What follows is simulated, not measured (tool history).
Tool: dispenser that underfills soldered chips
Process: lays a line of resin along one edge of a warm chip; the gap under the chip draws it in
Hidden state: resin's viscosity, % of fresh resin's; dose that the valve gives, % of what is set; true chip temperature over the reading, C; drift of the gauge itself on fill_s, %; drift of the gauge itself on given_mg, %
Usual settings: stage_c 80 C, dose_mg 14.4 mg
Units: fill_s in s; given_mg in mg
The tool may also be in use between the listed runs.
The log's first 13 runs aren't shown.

run	hour	stage_c	dose_mg	hours of work since the syringe was changed	hours of work since the valve was cleaned	hours of work since the stage was calibrated	fill_s	given_mg
14	66	80	14.4	6	30	232	94	13.99
15	69.4	80	14.4	8	33	234	108.1	13.94
# hour 74: new syringe of resin
16	75.8	80	14.4	1	37	239	76	13.9
17	81.7	80	14.4	5	41	243	94.4	13.85
18	85.1	79	14.4	8	43	245	112.2	13.83
19	88.4	79	14.4	10	46	247	127.7	13.87
# hour 89.9: new syringe of resin
20	95.5	80	16.7	4	51	252	84.9	16.02
21	101.7	83	18.2	8	55	257	93.9	17.36
# hour 105.8: new syringe of resin
22	107.7	84	12.2	1	59	261	65.2	11.65
23	111.6	84	12.2	4	62	263	73.8	11.6
24	116.4	84	12.2	7	65	267	90.5	11.57
# hour 121.8: new syringe of resin
25	123.8	85	12.2	1	70	272	62.4	11.5
# hour 129.5: dispensing valve cleaned and set on the balance
26	131	85	14.4	6	1	276	76	14.42
27	137.4	80	12.7	10	5	280	123	12.6
# hour 139: new syringe of resin
28	141.3	80	13.4	2	8	283	77.9	13.39
29	148	66	13.5	6	13	288	208.9	13.34
# hour 155.1: new syringe of resin
30	155.1	79	16	0	18	292	75.6	15.79
31	160.2	91	14.3	4	21	296	51.1	14.06
32	163.1	91	14.3	6	23	298	56.4	14.04
33	168.9	87	14.3	10	27	302	83.2	13.97
# hour 171.1: new syringe of resin
34	173.3	87	16.3	2	30	305	56.3	15.88
35	177.1	87	16.3	4	33	308	65	15.85
36	184	83	15.1	9	37	312	101.3	14.61

Forecast each of these 3 alternatives for the next run:
# hour 187: new syringe of resin
A	188.7	77	16.7	1	41	315	?	?
# hour 187: new syringe of resin
B	188.7	88	14.8	1	41	315	?	?
# hour 187: new syringe of resin
C	188.7	66	14.4	1	41	315	?	?

run	fill_s	given_mg
A	91.2	16.14
B	52.7	14.32
C	164.3	13.98
Without the tool's hidden state the same runs would have given:
run	fill_s	given_mg
A	74.8	16.67
B	43.5	14.79
C	133.3	14.45
